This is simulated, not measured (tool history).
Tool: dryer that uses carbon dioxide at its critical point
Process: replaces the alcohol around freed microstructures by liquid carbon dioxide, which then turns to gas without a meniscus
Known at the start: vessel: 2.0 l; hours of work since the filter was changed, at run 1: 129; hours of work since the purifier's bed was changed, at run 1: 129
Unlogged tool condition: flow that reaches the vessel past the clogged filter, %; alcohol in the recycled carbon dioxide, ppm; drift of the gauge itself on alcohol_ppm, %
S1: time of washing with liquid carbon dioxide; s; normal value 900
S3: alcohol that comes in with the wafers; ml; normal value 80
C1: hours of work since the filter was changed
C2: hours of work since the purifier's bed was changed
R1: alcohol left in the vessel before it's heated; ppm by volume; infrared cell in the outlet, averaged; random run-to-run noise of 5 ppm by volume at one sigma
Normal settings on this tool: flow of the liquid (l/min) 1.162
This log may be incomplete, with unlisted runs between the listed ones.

{"run": 1, "hour": 0.0, "S1": 900, "flow of the liquid (l/min)": 1.162, "S3": 80, "C1": 129, "C2": 129, "R1": 57}
{"run": 2, "hour": 14.1, "S1": 900, "flow of the liquid (l/min)": 1.162, "S3": 80, "C1": 137, "C2": 137, "R1": 61}
{"run": 3, "hour": 27.4, "S1": 900, "flow of the liquid (l/min)": 1.162, "S3": 70, "C1": 145, "C2": 145, "R1": 48}
{"run": 4, "hour": 40.5, "S1": 900, "flow of the liquid (l/min)": 1.162, "S3": 80, "C1": 153, "C2": 153, "R1": 65}
{"run": 5, "hour": 52.2, "S1": 900, "flow of the liquid (l/min)": 1.162, "S3": 80, "C1": 160, "C2": 160, "R1": 65}
{"run": 6, "hour": 64.7, "S1": 900, "flow of the liquid (l/min)": 1.162, "S3": 80, "C1": 167, "C2": 167, "R1": 59}
{"run": 7, "hour": 78.1, "S1": 900, "flow of the liquid (l/min)": 1.162, "S3": 80, "C1": 175, "C2": 175, "R1": 69}
{"run": 8, "hour": 96.7, "S1": 900, "flow of the liquid (l/min)": 1.162, "S3": 80, "C1": 186, "C2": 186, "R1": 65}
{"run": 9, "hour": 115.8, "S1": 900, "flow of the liquid (l/min)": 1.162, "S3": 78, "C1": 197, "C2": 197, "R1": 62}
{"run": 10, "hour": 124.1, "S1": 900, "flow of the liquid (l/min)": 1.162, "S3": 21, "C1": 202, "C2": 202, "R1": 26}
{"run": 11, "hour": 140.7, "S1": 900, "flow of the liquid (l/min)": 1.162, "S3": 95, "C1": 212, "C2": 212, "R1": 74}
{"run": 12, "hour": 154.8, "S1": 900, "flow of the liquid (l/min)": 1.162, "S3": 95, "C1": 220, "C2": 220, "R1": 73}
{"run": 13, "hour": 173.6, "S1": 900, "flow of the liquid (l/min)": 1.162, "S3": 80, "C1": 231, "C2": 231, "R1": 60}
{"run": 14, "hour": 185.4, "S1": 900, "flow of the liquid (l/min)": 1.162, "S3": 80, "C1": 238, "C2": 238, "R1": 66}
{"run": 15, "hour": 199.8, "S1": 1080, "flow of the liquid (l/min)": 0.75, "S3": 54, "C1": 247, "C2": 247, "R1": 203}
{"run": 16, "hour": 216.6, "S1": 1080, "flow of the liquid (l/min)": 0.75, "S3": 54, "C1": 257, "C2": 257, "R1": 196}
{"run": 17, "hour": 230.6, "S1": 1260, "flow of the liquid (l/min)": 1.162, "S3": 71, "C1": 265, "C2": 265, "R1": 14}
{"run": 18, "hour": 248.6, "S1": 1320, "flow of the liquid (l/min)": 1.05, "S3": 34, "C1": 276, "C2": 276, "R1": 19}
{"run": 19, "hour": 265.1, "S1": 1200, "flow of the liquid (l/min)": 0.87, "S3": 57, "C1": 285, "C2": 285, "R1": 67}
{"run": 20, "hour": 278.0, "S1": 1200, "flow of the liquid (l/min)": 0.87, "S3": 57, "C1": 293, "C2": 293, "R1": 62}
{"run": 21, "hour": 289.0, "S1": 1200, "flow of the liquid (l/min)": 0.87, "S3": 57, "C1": 300, "C2": 300, "R1": 66}
{"run": 22, "hour": 299.6, "S1": 840, "flow of the liquid (l/min)": 1.66, "S3": 81, "C1": 306, "C2": 306, "R1": 26}
{"run": 23, "hour": 307.8, "S1": 660, "flow of the liquid (l/min)": 0.88, "S3": 63, "C1": 311, "C2": 311, "R1": 885}
{"run": 24, "hour": 315.5, "S1": 660, "flow of the liquid (l/min)": 0.88, "S3": 63, "C1": 315, "C2": 315, "R1": 884}
{"run": 25, "hour": 323.5, "S1": 1020, "flow of the liquid (l/min)": 0.88, "S3": 24, "C1": 320, "C2": 320, "R1": 66}
{"run": 26, "hour": 339.3, "S1": 1020, "flow of the liquid (l/min)": 0.85, "S3": 24, "C1": 329, "C2": 329, "R1": 84}
{"run": 27, "hour": 357.4, "S1": 1020, "flow of the liquid (l/min)": 0.85, "S3": 24, "C1": 340, "C2": 340, "R1": 78}

Measured less the same run without the tool's hidden state. The same run-to-run variation is in both; the gauge's scatter may not be:
run=1 R1=+12
run=2 R1=+13
run=3 R1=+13
run=4 R1=+15
run=5 R1=+15
run=6 R1=+16
run=7 R1=+16
run=8 R1=+17
run=9 R1=+19
run=10 R1=+11
run=11 R1=+22
run=12 R1=+22
run=13 R1=+21
run=14 R1=+21
run=15 R1=+43
run=16 R1=+43
run=17 R1=+13
run=18 R1=+13
run=19 R1=+24
run=20 R1=+25
run=21 R1=+25
run=22 R1=+15
run=23 R1=+145
run=24 R1=+147
run=25 R1=+25
run=26 R1=+28
run=27 R1=+28
